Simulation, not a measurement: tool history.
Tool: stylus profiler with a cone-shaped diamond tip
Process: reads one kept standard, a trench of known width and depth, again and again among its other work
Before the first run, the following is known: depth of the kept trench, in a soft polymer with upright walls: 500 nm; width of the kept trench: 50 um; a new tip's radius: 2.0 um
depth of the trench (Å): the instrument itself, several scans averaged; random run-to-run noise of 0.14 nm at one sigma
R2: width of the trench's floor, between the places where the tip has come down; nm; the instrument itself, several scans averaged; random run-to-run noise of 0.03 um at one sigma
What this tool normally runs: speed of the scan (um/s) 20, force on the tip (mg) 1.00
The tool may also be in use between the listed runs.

{"run": 1, "hour": 0.0, "speed of the scan (um/s)": 20, "force on the tip (mg)": 1.0, "depth of the trench (Å)": 5044.9, "R2": 47030}
{"run": 2, "hour": 20.8, "speed of the scan (um/s)": 20, "force on the tip (mg)": 1.0, "depth of the trench (Å)": 5048.1, "R2": 47040}
{"run": 3, "hour": 42.2, "speed of the scan (um/s)": 20, "force on the tip (mg)": 1.0, "depth of the trench (Å)": 5050.2, "R2": 47030}
{"run": 4, "hour": 85.4, "speed of the scan (um/s)": 20, "force on the tip (mg)": 1.0, "depth of the trench (Å)": 5049.6, "R2": 47030}
{"run": 5, "hour": 120.9, "speed of the scan (um/s)": 20, "force on the tip (mg)": 1.0, "depth of the trench (Å)": 5051.5, "R2": 47030}
{"run": 6, "hour": 148.6, "speed of the scan (um/s)": 20, "force on the tip (mg)": 1.0, "depth of the trench (Å)": 5050.3, "R2": 47050}
{"run": 7, "hour": 182.0, "speed of the scan (um/s)": 20, "force on the tip (mg)": 1.0, "depth of the trench (Å)": 5052.3, "R2": 47030}
{"run": 8, "hour": 212.6, "speed of the scan (um/s)": 20, "force on the tip (mg)": 1.0, "depth of the trench (Å)": 5052.0, "R2": 47050}
{"run": 9, "hour": 235.2, "speed of the scan (um/s)": 20, "force on the tip (mg)": 1.0, "depth of the trench (Å)": 5052.6, "R2": 47010}
{"run": 10, "hour": 260.7, "speed of the scan (um/s)": 20, "force on the tip (mg)": 1.0, "depth of the trench (Å)": 5053.6, "R2": 47020}
{"run": 11, "hour": 280.5, "speed of the scan (um/s)": 20, "force on the tip (mg)": 1.0, "depth of the trench (Å)": 5051.3, "R2": 47050}
{"run": 12, "hour": 312.8, "speed of the scan (um/s)": 20, "force on the tip (mg)": 1.0, "depth of the trench (Å)": 5052.0, "R2": 47010}
{"run": 13, "hour": 354.5, "speed of the scan (um/s)": 20, "force on the tip (mg)": 1.0, "depth of the trench (Å)": 5053.0, "R2": 47000}
{"run": 14, "hour": 399.7, "speed of the scan (um/s)": 6, "force on the tip (mg)": 1.0, "depth of the trench (Å)": 5056.8, "R2": 47030}
{"run": 15, "hour": 435.2, "speed of the scan (um/s)": 9, "force on the tip (mg)": 1.0, "depth of the trench (Å)": 5056.7, "R2": 47030}
{"run": 16, "hour": 455.9, "speed of the scan (um/s)": 9, "force on the tip (mg)": 1.0, "depth of the trench (Å)": 5055.4, "R2": 47060}
{"run": 17, "hour": 475.7, "speed of the scan (um/s)": 9, "force on the tip (mg)": 1.0, "depth of the trench (Å)": 5054.8, "R2": 47050}
{"run": 18, "hour": 505.2, "speed of the scan (um/s)": 9, "force on the tip (mg)": 1.0, "depth of the trench (Å)": 5056.3, "R2": 47010}
{"run": 19, "hour": 525.4, "speed of the scan (um/s)": 9, "force on the tip (mg)": 0.69, "depth of the trench (Å)": 5052.3, "R2": 47060}
{"run": 20, "hour": 552.1, "speed of the scan (um/s)": 9, "force on the tip (mg)": 0.69, "depth of the trench (Å)": 5050.8, "R2": 47040}
{"run": 21, "hour": 595.6, "speed of the scan (um/s)": 20, "force on the tip (mg)": 0.58, "depth of the trench (Å)": 5049.2, "R2": 46840}
{"run": 22, "hour": 640.7, "speed of the scan (um/s)": 20, "force on the tip (mg)": 0.58, "depth of the trench (Å)": 5049.4, "R2": 46930}
{"run": 23, "hour": 687.7, "speed of the scan (um/s)": 24, "force on the tip (mg)": 1.0, "depth of the trench (Å)": 5057.5, "R2": 46890}
{"run": 24, "hour": 719.5, "speed of the scan (um/s)": 17, "force on the tip (mg)": 0.73, "depth of the trench (Å)": 5054.0, "R2": 46950}
{"run": 25, "hour": 763.7, "speed of the scan (um/s)": 10, "force on the tip (mg)": 0.38, "depth of the trench (Å)": 5049.2, "R2": 46880}
{"run": 26, "hour": 807.1, "speed of the scan (um/s)": 30, "force on the tip (mg)": 1.26, "depth of the trench (Å)": 5063.9, "R2": 46850}
{"run": 27, "hour": 827.9, "speed of the scan (um/s)": 7, "force on the tip (mg)": 0.36, "depth of the trench (Å)": 5047.6, "R2": 46930}
{"run": 28, "hour": 857.4, "speed of the scan (um/s)": 37, "force on the tip (mg)": 0.58, "depth of the trench (Å)": 5054.3, "R2": 46710}
{"run": 29, "hour": 885.0, "speed of the scan (um/s)": 37, "force on the tip (mg)": 0.58, "depth of the trench (Å)": 5055.7, "R2": 46700}
{"run": 30, "hour": 927.3, "speed of the scan (um/s)": 9, "force on the tip (mg)": 0.84, "depth of the trench (Å)": 5058.1, "R2": 46940}
{"run": 31, "hour": 949.8, "speed of the scan (um/s)": 9, "force on the tip (mg)": 0.84, "depth of the trench (Å)": 5059.3, "R2": 46980}
{"run": 32, "hour": 995.4, "speed of the scan (um/s)": 9, "force on the tip (mg)": 0.84, "depth of the trench (Å)": 5060.4, "R2": 46940}
{"run": 33, "hour": 1023.0, "speed of the scan (um/s)": 9, "force on the tip (mg)": 0.84, "depth of the trench (Å)": 5062.7, "R2": 46950}
{"run": 34, "hour": 1053.7, "speed of the scan (um/s)": 9, "force on the tip (mg)": 0.84, "depth of the trench (Å)": 5063.3, "R2": 46930}
{"run": 35, "hour": 1097.2, "speed of the scan (um/s)": 9, "force on the tip (mg)": 0.84, "depth of the trench (Å)": 5060.6, "R2": 46920}
{"run": 36, "hour": 1123.9, "speed of the scan (um/s)": 7, "force on the tip (mg)": 0.96, "depth of the trench (Å)": 5068.6, "R2": 46920}
{"run": 37, "hour": 1162.7, "speed of the scan (um/s)": 22, "force on the tip (mg)": 2.91, "depth of the trench (Å)": 5097.2, "R2": 46900}
{"run": 38, "hour": 1195.4, "speed of the scan (um/s)": 38, "force on the tip (mg)": 2.91, "depth of the trench (Å)": 5096.7, "R2": 46860}
{"run": 39, "hour": 1238.1, "speed of the scan (um/s)": 21, "force on the tip (mg)": 2.92, "depth of the trench (Å)": 5096.7, "R2": 46890}
{"run": 40, "hour": 1259.2, "speed of the scan (um/s)": 8, "force on the tip (mg)": 2.38, "depth of the trench (Å)": 5092.4, "R2": 46960}
{"run": 41, "hour": 1281.2, "speed of the scan (um/s)": 45, "force on the tip (mg)": 1.19, "depth of the trench (Å)": 5072.6, "R2": 46690}
{"run": 42, "hour": 1315.8, "speed of the scan (um/s)": 48, "force on the tip (mg)": 1.53, "depth of the trench (Å)": 5080.2, "R2": 46670}
{"run": 43, "hour": 1335.3, "speed of the scan (um/s)": 6, "force on the tip (mg)": 0.65, "depth of the trench (Å)": 5063.7, "R2": 46870}
{"run": 44, "hour": 1381.9, "speed of the scan (um/s)": 8, "force on the tip (mg)": 0.36, "depth of the trench (Å)": 5054.5, "R2": 46800}
{"run": 45, "hour": 1422.4, "speed of the scan (um/s)": 5, "force on the tip (mg)": 1.19, "depth of the trench (Å)": 5076.7, "R2": 46880}

Here are 3 independent what-if runs from the current tool condition. What would each one return?
{"run": "A", "hour": 1457.6, "speed of the scan (um/s)": 74, "force on the tip (mg)": 2.62, "depth of the trench (Å)": "?", "R2": "?"}
{"run": "B", "hour": 1457.6, "speed of the scan (um/s)": 32, "force on the tip (mg)": 0.41, "depth of the trench (Å)": "?", "R2": "?"}
{"run": "C", "hour": 1457.6, "speed of the scan (um/s)": 20, "force on the tip (mg)": 1.42, "depth of the trench (Å)": "?", "R2": "?"}

run=A depth_of_the_trench_(Å)=5100.7 R2=46670
run=B depth_of_the_trench_(Å)=5058.8 R2=46590
run=C depth_of_the_trench_(Å)=5080.4 R2=46800
What these runs would have given with no unlogged condition in the tool:
run=A depth_of_the_trench_(Å)=5056.5 R2=47090
run=B depth_of_the_trench_(Å)=5014.9 R2=47010
run=C depth_of_the_trench_(Å)=5036.4 R2=47220

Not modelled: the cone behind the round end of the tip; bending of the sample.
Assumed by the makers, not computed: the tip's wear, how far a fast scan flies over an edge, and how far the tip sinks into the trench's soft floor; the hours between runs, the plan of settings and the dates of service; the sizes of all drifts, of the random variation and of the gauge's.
